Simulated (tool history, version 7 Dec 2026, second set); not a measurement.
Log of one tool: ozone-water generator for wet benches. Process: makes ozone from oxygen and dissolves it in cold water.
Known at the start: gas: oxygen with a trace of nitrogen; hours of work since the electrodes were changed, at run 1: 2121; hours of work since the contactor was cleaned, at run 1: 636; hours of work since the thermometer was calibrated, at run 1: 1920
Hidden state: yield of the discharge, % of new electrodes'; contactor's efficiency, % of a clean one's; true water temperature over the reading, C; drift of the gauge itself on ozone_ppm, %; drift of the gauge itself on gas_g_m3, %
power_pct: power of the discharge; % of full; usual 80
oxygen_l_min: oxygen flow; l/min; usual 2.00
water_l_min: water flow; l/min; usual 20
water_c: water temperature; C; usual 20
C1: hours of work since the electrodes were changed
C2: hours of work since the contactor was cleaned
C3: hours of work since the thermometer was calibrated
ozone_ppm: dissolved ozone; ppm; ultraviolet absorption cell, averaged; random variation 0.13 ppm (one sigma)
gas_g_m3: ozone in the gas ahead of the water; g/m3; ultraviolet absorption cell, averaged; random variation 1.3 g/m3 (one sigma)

{"run": 1, "hour": 0.0, "power_pct": 80, "oxygen_l_min": 2.0, "water_l_min": 20, "water_c": 20, "C1": 2121, "C2": 636, "C3": 1920, "ozone_ppm": 13.0, "gas_g_m3": 231.5}
{"run": 2, "hour": 44.7, "power_pct": 80, "oxygen_l_min": 2.0, "water_l_min": 20, "water_c": 20, "C1": 2149, "C2": 663, "C3": 1948, "ozone_ppm": 13.0, "gas_g_m3": 229.4}
{"run": 3, "hour": 116.1, "power_pct": 80, "oxygen_l_min": 2.0, "water_l_min": 20, "water_c": 20, "C1": 2192, "C2": 707, "C3": 1991, "ozone_ppm": 13.0, "gas_g_m3": 229.3}
{"run": 4, "hour": 196.9, "power_pct": 80, "oxygen_l_min": 2.0, "water_l_min": 20, "water_c": 20, "C1": 2241, "C2": 756, "C3": 2041, "ozone_ppm": 13.0, "gas_g_m3": 229.6}
{"run": 5, "hour": 284.6, "power_pct": 80, "oxygen_l_min": 2.0, "water_l_min": 20, "water_c": 20, "C1": 2295, "C2": 810, "C3": 2094, "ozone_ppm": 12.8, "gas_g_m3": 228.1}
{"run": 6, "hour": 382.7, "power_pct": 80, "oxygen_l_min": 2.0, "water_l_min": 20, "water_c": 20, "C1": 2355, "C2": 869, "C3": 2154, "ozone_ppm": 12.9, "gas_g_m3": 226.7}
{"run": 7, "hour": 442.3, "power_pct": 80, "oxygen_l_min": 2.0, "water_l_min": 20, "water_c": 20, "C1": 2391, "C2": 906, "C3": 2190, "ozone_ppm": 12.8, "gas_g_m3": 225.4}
{"run": 8, "hour": 547.5, "power_pct": 80, "oxygen_l_min": 2.0, "water_l_min": 24, "water_c": 20, "C1": 2455, "C2": 970, "C3": 2254, "ozone_ppm": 10.6, "gas_g_m3": 225.0}
{"run": 9, "hour": 602.7, "power_pct": 92, "oxygen_l_min": 2.56, "water_l_min": 20, "water_c": 18, "C1": 2489, "C2": 1003, "C3": 2288, "ozone_ppm": 15.7, "gas_g_m3": 226.0}
{"run": 10, "hour": 676.2, "power_pct": 74, "oxygen_l_min": 1.04, "water_l_min": 20, "water_c": 20, "C1": 2533, "C2": 1048, "C3": 2333, "ozone_ppm": 9.3, "gas_g_m3": 276.2}
{"run": 11, "hour": 722.1, "power_pct": 57, "oxygen_l_min": 1.11, "water_l_min": 13, "water_c": 23, "C1": 2561, "C2": 1076, "C3": 2361, "ozone_ppm": 11.8, "gas_g_m3": 228.5}
{"run": 12, "hour": 776.7, "power_pct": 44, "oxygen_l_min": 1.13, "water_l_min": 20, "water_c": 20, "C1": 2595, "C2": 1109, "C3": 2394, "ozone_ppm": 6.7, "gas_g_m3": 190.7}
{"run": 13, "hour": 835.5, "power_pct": 52, "oxygen_l_min": 2.0, "water_l_min": 20, "water_c": 20, "C1": 2630, "C2": 1145, "C3": 2430, "ozone_ppm": 9.7, "gas_g_m3": 168.4}
{"run": 14, "hour": 888.6, "power_pct": 58, "oxygen_l_min": 2.0, "water_l_min": 20, "water_c": 21, "C1": 2663, "C2": 1178, "C3": 2462, "ozone_ppm": 10.2, "gas_g_m3": 183.1}

Forecast each of these 3 alternatives for the next run:
{"run": "A", "hour": 982.1, "power_pct": 78, "oxygen_l_min": 2.17, "water_l_min": 20, "water_c": 14, "C1": 2720, "C2": 1235, "C3": 2519, "ozone_ppm": "?", "gas_g_m3": "?"}
{"run": "B", "hour": 982.1, "power_pct": 72, "oxygen_l_min": 2.0, "water_l_min": 12, "water_c": 21, "C1": 2720, "C2": 1235, "C3": 2519, "ozone_ppm": "?", "gas_g_m3": "?"}
{"run": "C", "hour": 982.1, "power_pct": 79, "oxygen_l_min": 2.0, "water_l_min": 20, "water_c": 25, "C1": 2720, "C2": 1235, "C3": 2519, "ozone_ppm": "?", "gas_g_m3": "?"}

run=A ozone_ppm=13.4 gas_g_m3=212.8
run=B ozone_ppm=17.8 gas_g_m3=206.4
run=C ozone_ppm=11.9 gas_g_m3=221.6
Without the tool's hidden state the same runs would have given:
run=A ozone_ppm=15.3 gas_g_m3=237.8
run=B ozone_ppm=20.2 gas_g_m3=229.4
run=C ozone_ppm=13.7 gas_g_m3=247.7

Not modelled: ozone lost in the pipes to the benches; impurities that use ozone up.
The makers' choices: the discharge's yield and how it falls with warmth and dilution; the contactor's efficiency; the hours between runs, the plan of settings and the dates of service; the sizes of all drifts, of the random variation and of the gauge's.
